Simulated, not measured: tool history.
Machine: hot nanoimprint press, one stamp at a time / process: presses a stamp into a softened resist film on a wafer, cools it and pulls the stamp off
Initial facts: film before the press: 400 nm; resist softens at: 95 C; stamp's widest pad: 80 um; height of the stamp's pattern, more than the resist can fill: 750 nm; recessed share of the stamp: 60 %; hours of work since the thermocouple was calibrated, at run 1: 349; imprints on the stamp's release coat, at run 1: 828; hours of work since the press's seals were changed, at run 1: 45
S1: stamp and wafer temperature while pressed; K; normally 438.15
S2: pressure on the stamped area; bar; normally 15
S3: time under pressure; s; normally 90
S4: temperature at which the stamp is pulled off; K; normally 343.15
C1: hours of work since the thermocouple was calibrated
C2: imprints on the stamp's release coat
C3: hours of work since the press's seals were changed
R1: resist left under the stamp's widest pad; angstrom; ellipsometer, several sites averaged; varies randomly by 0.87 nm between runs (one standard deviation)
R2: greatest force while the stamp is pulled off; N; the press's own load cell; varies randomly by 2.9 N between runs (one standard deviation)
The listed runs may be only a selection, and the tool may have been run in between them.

run	day	S1	S2	S3	S4	C1	C2	C3	R1	R2
1	0	438.15	15	90	343.15	349	828	45	1551	177
2	0.288	438.15	15	81	343.15	352	846	48	1607	171
3	0.671	438.15	15	49	343.15	356	870	52	1902	180
4	0.942	438.15	15	49	343.15	359	887	54	1896	180
5	1.133	438.15	15	90	343.15	361	899	56	1540	179
6	1.454	438.15	16	90	343.15	364	919	60	1472	183
7	1.754	449.15	18.9	82	343.15	367	938	63	855	181

Forecast run 8:
8	2.062	441.15	18.9	91	347.15	370	957	66	?	?

{"run 8": {"R1": 1176, "R2": 175}}
If the tool had no hidden condition, the same run with the same run-to-run variation would have returned R1 1256 angstrom, R2 131 N.

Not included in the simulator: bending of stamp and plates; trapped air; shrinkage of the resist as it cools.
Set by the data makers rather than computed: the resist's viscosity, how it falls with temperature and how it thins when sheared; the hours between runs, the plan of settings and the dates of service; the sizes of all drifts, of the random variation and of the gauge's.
